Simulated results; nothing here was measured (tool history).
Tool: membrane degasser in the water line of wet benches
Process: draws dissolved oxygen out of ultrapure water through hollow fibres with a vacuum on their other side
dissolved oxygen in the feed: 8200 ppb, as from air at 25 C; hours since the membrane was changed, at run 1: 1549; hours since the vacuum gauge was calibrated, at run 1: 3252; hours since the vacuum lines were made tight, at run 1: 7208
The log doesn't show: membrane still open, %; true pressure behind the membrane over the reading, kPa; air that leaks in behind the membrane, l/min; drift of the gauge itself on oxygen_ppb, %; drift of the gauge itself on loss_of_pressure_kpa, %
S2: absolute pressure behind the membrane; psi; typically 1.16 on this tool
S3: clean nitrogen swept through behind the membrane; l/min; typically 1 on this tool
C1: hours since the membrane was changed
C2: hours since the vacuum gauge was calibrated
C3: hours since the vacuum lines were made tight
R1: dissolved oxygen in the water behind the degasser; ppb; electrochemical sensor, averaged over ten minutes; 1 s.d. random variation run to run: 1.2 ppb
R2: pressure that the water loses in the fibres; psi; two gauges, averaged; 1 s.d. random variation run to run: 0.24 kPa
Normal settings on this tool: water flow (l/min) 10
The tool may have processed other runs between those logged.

run 1 hour=0 | water_flow_(l/min)=10 S2=1.16 S3=1 | C1=1549 C2=3252 C3=7208 | R1=125.1 R2=9.008
run 2 hour=33.6 | water_flow_(l/min)=10 S2=1.342 S3=1 | C1=1583 C2=3286 C3=7242 | R1=153.9 R2=9.017
run 3 hour=82.4 | water_flow_(l/min)=10 S2=1.342 S3=1 | C1=1631 C2=3334 C3=7290 | R1=153.6 R2=9.021
run 4 hour=105.8 | water_flow_(l/min)=10 S2=1.342 S3=1 | C1=1655 C2=3358 C3=7314 | R1=155.1 R2=9.04
run 5 hour=129.8 | water_flow_(l/min)=10 S2=1.16 S3=1 | C1=1679 C2=3382 C3=7338 | R1=124.8 R2=9.029
run 6 hour=175.8 | water_flow_(l/min)=10 S2=2.521 S3=1 | C1=1725 C2=3428 C3=7384 | R1=349.6 R2=9.084
run 7 hour=214.1 | water_flow_(l/min)=10 S2=2.521 S3=1 | C1=1763 C2=3466 C3=7422 | R1=349.3 R2=9.004
run 8 hour=250.5 | water_flow_(l/min)=10 S2=2.521 S3=1 | C1=1799 C2=3503 C3=7458 | R1=345.3 R2=9.05
run 9 hour=275.3 | water_flow_(l/min)=10 S2=1.16 S3=0.49 | C1=1824 C2=3527 C3=7483 | R1=231.4 R2=9.055
run 10 hour=314.9 | water_flow_(l/min)=10 S2=1.16 S3=1 | C1=1864 C2=3567 C3=7523 | R1=125 R2=9.001
run 11 hour=355.2 | water_flow_(l/min)=13 S2=1.16 S3=1 | C1=1904 C2=3607 C3=7563 | R1=162.1 R2=11.767
run 12 hour=377 | water_flow_(l/min)=13 S2=1.16 S3=1 | C1=1926 C2=3629 C3=7585 | R1=160.1 R2=11.784
-- hour=403.7 seals of the vacuum lines changed
run 13 hour=428.2 | water_flow_(l/min)=13 S2=1.16 S3=1 | C1=1975 C2=3678 C3=24 | R1=157.8 R2=11.838
run 14 hour=450.5 | water_flow_(l/min)=13 S2=1.16 S3=1 | C1=1997 C2=3701 C3=47 | R1=153.4 R2=11.66
run 15 hour=490.1 | water_flow_(l/min)=10 S2=1.134 S3=1 | C1=2037 C2=3740 C3=86 | R1=116.4 R2=9.058
run 16 hour=516.3 | water_flow_(l/min)=11 S2=1.16 S3=1 | C1=2063 C2=3766 C3=113 | R1=131.4 R2=9.919
run 17 hour=541.8 | water_flow_(l/min)=11 S2=1.16 S3=1 | C1=2089 C2=3792 C3=138 | R1=132.2 R2=9.915
run 18 hour=566.9 | water_flow_(l/min)=11 S2=1.16 S3=0.49 | C1=2114 C2=3817 C3=163 | R1=246.9 R2=9.977
run 19 hour=590.4 | water_flow_(l/min)=7 S2=1.16 S3=0.53 | C1=2137 C2=3840 C3=187 | R1=154.3 R2=6.331
run 20 hour=630.5 | water_flow_(l/min)=10 S2=1.16 S3=1 | C1=2177 C2=3881 C3=227 | R1=119.5 R2=9.098
run 21 hour=654 | water_flow_(l/min)=7 S2=1.491 S3=1 | C1=2201 C2=3904 C3=250 | R1=123.6 R2=6.347
run 22 hour=689.2 | water_flow_(l/min)=12 S2=2.308 S3=0.96 | C1=2236 C2=3939 C3=285 | R1=362.7 R2=10.875
run 23 hour=721.9 | water_flow_(l/min)=12 S2=2.308 S3=0.96 | C1=2269 C2=3972 C3=318 | R1=362.5 R2=10.855
run 24 hour=765.2 | water_flow_(l/min)=10 S2=1.16 S3=1.76 | C1=2312 C2=4015 C3=362 | R1=71.4 R2=9.03
run 25 hour=801 | water_flow_(l/min)=8 S2=2.338 S3=1.13 | C1=2348 C2=4051 C3=397 | R1=220.1 R2=7.219
run 26 hour=842.4 | water_flow_(l/min)=8 S2=2.338 S3=1.13 | C1=2389 C2=4092 C3=439 | R1=220.9 R2=7.192
run 27 hour=871.2 | water_flow_(l/min)=14 S2=1.436 S3=1.88 | C1=2418 C2=4121 C3=467 | R1=132.5 R2=12.608
run 28 hour=907.1 | water_flow_(l/min)=9 S2=1.165 S3=1 | C1=2454 C2=4157 C3=503 | R1=109.4 R2=8.169
run 29 hour=944.1 | water_flow_(l/min)=9 S2=1.165 S3=1 | C1=2491 C2=4194 C3=540 | R1=109.7 R2=8.187
run 30 hour=988.8 | water_flow_(l/min)=15 S2=1.636 S3=1 | C1=2536 C2=4239 C3=585 | R1=288.3 R2=13.528
run 31 hour=1018.3 | water_flow_(l/min)=15 S2=1.549 S3=0.88 | C1=2565 C2=4268 C3=615 | R1=303.8 R2=13.597
run 32 hour=1061.2 | water_flow_(l/min)=8 S2=1.635 S3=2.06 | C1=2608 C2=4311 C3=657 | R1=79.5 R2=7.262

Alternative continuations, all from the tool just after run 32; predict every row:
run A hour=1113.9 | water_flow_(l/min)=12 S2=1.147 S3=1 | C1=2661 C2=4364 C3=710 | R1=? R2=?
run B hour=1113.9 | water_flow_(l/min)=9 S2=1.635 S3=1.15 | C1=2661 C2=4364 C3=710 | R1=? R2=?
run C hour=1113.9 | water_flow_(l/min)=12 S2=1.16 S3=2.62 | C1=2661 C2=4364 C3=710 | R1=? R2=?

run=A R1=141.6 R2=10.882
run=B R1=156.7 R2=8.128
run=C R1=62.4 R2=10.84
Without the tool's unlogged condition, the same runs would have read:
run=A R1=134 R2=10.81
run=B R1=151.1 R2=8.074
run=C R1=59 R2=10.768

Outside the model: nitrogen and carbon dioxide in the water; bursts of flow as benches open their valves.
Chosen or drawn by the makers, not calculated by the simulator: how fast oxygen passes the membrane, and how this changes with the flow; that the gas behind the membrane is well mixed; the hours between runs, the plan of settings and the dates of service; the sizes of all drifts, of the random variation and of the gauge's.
